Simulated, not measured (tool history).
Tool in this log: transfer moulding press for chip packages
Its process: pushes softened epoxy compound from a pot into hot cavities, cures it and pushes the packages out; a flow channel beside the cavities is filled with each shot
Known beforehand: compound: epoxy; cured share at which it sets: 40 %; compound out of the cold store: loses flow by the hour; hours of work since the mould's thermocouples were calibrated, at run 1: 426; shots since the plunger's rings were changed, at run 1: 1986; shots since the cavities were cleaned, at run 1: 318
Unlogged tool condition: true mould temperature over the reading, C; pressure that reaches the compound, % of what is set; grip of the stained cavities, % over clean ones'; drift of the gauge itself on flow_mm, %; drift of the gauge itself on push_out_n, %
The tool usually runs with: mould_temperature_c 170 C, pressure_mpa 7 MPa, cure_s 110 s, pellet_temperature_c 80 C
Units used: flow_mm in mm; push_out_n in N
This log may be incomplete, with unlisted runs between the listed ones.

run,hour,mould_temperature_c,pressure_mpa,cure_s,pellet_temperature_c,hours of work since the mould's thermocouples were calibrated,shots since the plunger's rings were changed,shots since the cavities were cleaned,incoming compound's hours out of the cold store,flow_mm,push_out_n
1,0,170,7,110,80,426,1986,318,15.8,854,302
2,10.1,170,7.62,110,80,432,2083,415,22.2,866,331
# hour 15.1: cavities cleaned with cleaning compound and waxed
3,21.9,170,7,110,71,438,2182,65,23.1,830,256
4,30.5,170,7,110,71,444,2265,148,37.2,794,287
5,43.6,170,8.69,110,71,452,2391,274,12,953,335
6,52.4,170,8.69,92,71,457,2476,359,35.8,883,427
# hour 63.9: cavities cleaned with cleaning compound and waxed
7,67.4,170,7,110,80,466,2606,34,30.5,805,244
8,83.3,170,7,110,80,476,2759,187,40,782,286
9,95.7,170,7,110,80,484,2878,306,27.9,808,304
10,107.5,170,7,127,80,491,2992,420,41.1,777,312
# hour 113.8: plunger's sealing rings changed
# hour 115.3: cavities cleaned with cleaning compound and waxed
11,124.7,170,7,110,72,499,90,90,43.9,791,257
12,139.2,170,7,110,72,508,231,231,31.7,825,313
13,151.5,170,7,110,80,516,349,349,23.8,836,329
14,161,170,7,110,80,522,440,440,22.1,847,350
# hour 164.1: cavities cleaned with cleaning compound and waxed
15,176.3,170,7,110,80,531,573,117,10.4,871,270
16,183.8,172,7,135,88,535,645,189,30.8,810,245
17,193.5,172,6.23,108,77,541,738,282,18.2,801,302
18,208.2,172,6.45,110,80,551,880,424,31.6,780,327
# hour 212.3: cavities cleaned with cleaning compound and waxed
19,225.8,172,6.45,110,80,561,1035,130,24.1,798,255
20,233,172,6.45,110,80,565,1105,200,42.6,751,281
# hour 236.7: mould's thermocouples calibrated
21,243.4,172,6.45,110,80,4,1185,280,31.5,776,282
22,256.7,172,6.45,110,80,13,1313,408,30.3,779,316
# hour 262.4: cavities cleaned with cleaning compound and waxed
23,275.7,172,6.45,110,80,23,1482,128,13.2,823,255
24,287.5,172,6.45,110,80,31,1595,241,33.4,768,304
25,302.4,178,6.45,110,80,40,1738,384,10.4,813,294
# hour 311.4: cavities cleaned with cleaning compound and waxed
# hour 314.5: mould's thermocouples calibrated, once more
26,322.8,171,7.57,118,80,5,1902,91,9.7,903,252
27,336.7,176,5.8,133,86,14,2035,224,21.4,747,274
28,349.9,170,6.82,106,86,22,2162,351,40.8,774,349
# hour 361.2: cavities cleaned with cleaning compound and waxed
29,365.7,170,6.82,106,86,31,2299,42,24.1,813,277

3 options for the next run, each taken on its own from the tool as it stands now. Forecast them:
A,376.3,170,6.27,110,82,38,2402,145,15.2,?,?
B,376.3,170,8.55,106,78,38,2402,145,19.9,?,?
C,376.3,170,6.88,106,86,38,2402,145,26.1,?,?

run,flow_mm,push_out_n
A,803,301
B,930,309
C,819,316
Without the tool's unlogged condition, the same runs would have read:
run,flow_mm,push_out_n
A,826,244
B,957,249
C,842,256

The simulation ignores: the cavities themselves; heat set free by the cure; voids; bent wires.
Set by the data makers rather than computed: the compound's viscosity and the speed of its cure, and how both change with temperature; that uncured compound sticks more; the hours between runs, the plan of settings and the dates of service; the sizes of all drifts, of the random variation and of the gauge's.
